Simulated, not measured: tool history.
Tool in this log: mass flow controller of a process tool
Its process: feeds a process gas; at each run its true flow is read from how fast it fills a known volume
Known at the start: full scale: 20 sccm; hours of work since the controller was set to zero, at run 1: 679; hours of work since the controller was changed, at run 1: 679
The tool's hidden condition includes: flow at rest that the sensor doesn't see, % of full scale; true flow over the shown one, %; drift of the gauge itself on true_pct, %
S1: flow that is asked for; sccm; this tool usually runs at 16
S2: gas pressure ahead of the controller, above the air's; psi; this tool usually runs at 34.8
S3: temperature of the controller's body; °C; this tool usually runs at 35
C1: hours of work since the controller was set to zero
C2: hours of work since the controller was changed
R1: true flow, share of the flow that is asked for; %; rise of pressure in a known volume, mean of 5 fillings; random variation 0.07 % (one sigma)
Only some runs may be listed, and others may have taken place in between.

run 1 hour=0.0 | S1=16 S2=34.8 S3=35 | C1=679 C2=679 | R1=98.68
run 2 hour=87.7 | S1=16 S2=34.8 S3=35 | C1=737 C2=737 | R1=98.56
run 3 hour=143.6 | S1=16 S2=34.8 S3=35 | C1=775 C2=775 | R1=98.62
run 4 hour=238.2 | S1=16 S2=34.8 S3=35 | C1=838 C2=838 | R1=98.57
run 5 hour=308.3 | S1=16 S2=34.8 S3=30 | C1=884 C2=884 | R1=99.15
run 6 hour=369.3 | S1=12 S2=34.8 S3=35 | C1=925 C2=925 | R1=98.41
run 7 hour=420.3 | S1=12 S2=34.8 S3=35 | C1=959 C2=959 | R1=98.54
run 8 hour=458.9 | S1=5 S2=34.8 S3=35 | C1=985 C2=985 | R1=98.16
run 9 hour=535.1 | S1=5 S2=34.8 S3=35 | C1=1036 C2=1036 | R1=98.10
run 10 hour=588.7 | S1=16 S2=40.3 S3=35 | C1=1071 C2=1071 | R1=98.73
run 11 hour=679.7 | S1=16 S2=34.8 S3=35 | C1=1132 C2=1132 | R1=98.56
run 12 hour=735.9 | S1=16 S2=34.8 S3=35 | C1=1169 C2=1169 | R1=98.57
run 13 hour=780.8 | S1=16 S2=34.8 S3=35 | C1=1199 C2=1199 | R1=98.65
run 14 hour=822.1 | S1=8 S2=34.8 S3=35 | C1=1227 C2=1227 | R1=98.18
run 15 hour=895.0 | S1=16 S2=34.8 S3=23 | C1=1275 C2=1275 | R1=99.94
run 16 hour=985.4 | S1=16 S2=34.8 S3=23 | C1=1336 C2=1336 | R1=99.85
run 17 hour=1035.9 | S1=16 S2=34.8 S3=23 | C1=1369 C2=1369 | R1=99.96
run 18 hour=1092.5 | S1=16 S2=34.8 S3=23 | C1=1407 C2=1407 | R1=99.89
run 19 hour=1158.4 | S1=16 S2=34.8 S3=23 | C1=1451 C2=1451 | R1=99.96
run 20 hour=1204.0 | S1=16 S2=34.8 S3=23 | C1=1481 C2=1481 | R1=99.63
run 21 hour=1253.4 | S1=16 S2=34.8 S3=35 | C1=1514 C2=1514 | R1=98.56
run 22 hour=1339.3 | S1=16 S2=34.8 S3=35 | C1=1571 C2=1571 | R1=98.66
run 23 hour=1425.5 | S1=16 S2=34.8 S3=35 | C1=1629 C2=1629 | R1=98.52
run 24 hour=1491.8 | S1=16 S2=21.8 S3=35 | C1=1673 C2=1673 | R1=98.89
run 25 hour=1531.9 | S1=20 S2=22.8 S3=37 | C1=1700 C2=1700 | R1=98.80
run 26 hour=1575.3 | S1=20 S2=22.8 S3=37 | C1=1729 C2=1729 | R1=98.89
run 27 hour=1653.3 | S1=16 S2=34.8 S3=28 | C1=1781 C2=1781 | R1=99.31
run 28 hour=1720.0 | S1=16 S2=34.8 S3=28 | C1=1825 C2=1825 | R1=99.37
run 29 hour=1764.6 | S1=16 S2=34.8 S3=28 | C1=1855 C2=1855 | R1=99.24
run 30 hour=1804.3 | S1=8 S2=34.8 S3=20 | C1=1881 C2=1881 | R1=99.86
run 31 hour=1863.2 | S1=11 S2=22.8 S3=35 | C1=1920 C2=1920 | R1=98.72
run 32 hour=1953.6 | S1=3 S2=29.7 S3=21 | C1=1981 C2=1981 | R1=99.67
run 33 hour=2011.3 | S1=8 S2=29.7 S3=38 | C1=2019 C2=2019 | R1=98.12
run 34 hour=2049.6 | S1=15 S2=28.1 S3=24 | C1=2045 C2=2045 | R1=99.85
run 35 hour=2107.1 | S1=16 S2=34.8 S3=33 | C1=2083 C2=2083 | R1=98.72
run 36 hour=2174.4 | S1=8 S2=34.8 S3=35 | C1=2128 C2=2128 | R1=98.26
run 37 hour=2256.4 | S1=8 S2=29.0 S3=28 | C1=2182 C2=2182 | R1=99.17
run 38 hour=2306.0 | S1=16 S2=34.8 S3=27 | C1=2215 C2=2215 | R1=99.56
run 39 hour=2350.7 | S1=16 S2=34.8 S3=27 | C1=2245 C2=2245 | R1=99.50
run 40 hour=2420.6 | S1=16 S2=34.8 S3=27 | C1=2292 C2=2292 | R1=99.49
run 41 hour=2463.0 | S1=2 S2=34.8 S3=28 | C1=2320 C2=2320 | R1=98.62
run 42 hour=2533.2 | S1=2 S2=34.8 S3=28 | C1=2367 C2=2367 | R1=98.66
run 43 hour=2602.0 | S1=2 S2=34.8 S3=28 | C1=2413 C2=2413 | R1=98.64
run 44 hour=2646.9 | S1=2 S2=26.0 S3=28 | C1=2443 C2=2443 | R1=98.80
run 45 hour=2701.7 | S1=16 S2=27.0 S3=35 | C1=2479 C2=2479 | R1=98.63
run 46 hour=2753.6 | S1=7 S2=39.9 S3=30 | C1=2514 C2=2514 | R1=98.69
run 47 hour=2837.8 | S1=8 S2=39.9 S3=37 | C1=2570 C2=2570 | R1=97.95
run 48 hour=2914.5 | S1=11 S2=25.4 S3=23 | C1=2621 C2=2621 | R1=99.84

3 ways to go on from here, each from the tool as it stands after run 48. What would each give?
run A hour=2965.0 | S1=11 S2=28.6 S3=21 | C1=2654 C2=2654 | R1=?
run B hour=2965.0 | S1=3 S2=25.4 S3=30 | C1=2654 C2=2654 | R1=?
run C hour=2965.0 | S1=7 S2=25.4 S3=23 | C1=2654 C2=2654 | R1=?

run=A R1=99.85
run=B R1=98.66
run=C R1=99.56
Without the tool's hidden state the same runs would have given:
run=A R1=99.84
run=B R1=98.65
run=C R1=99.56
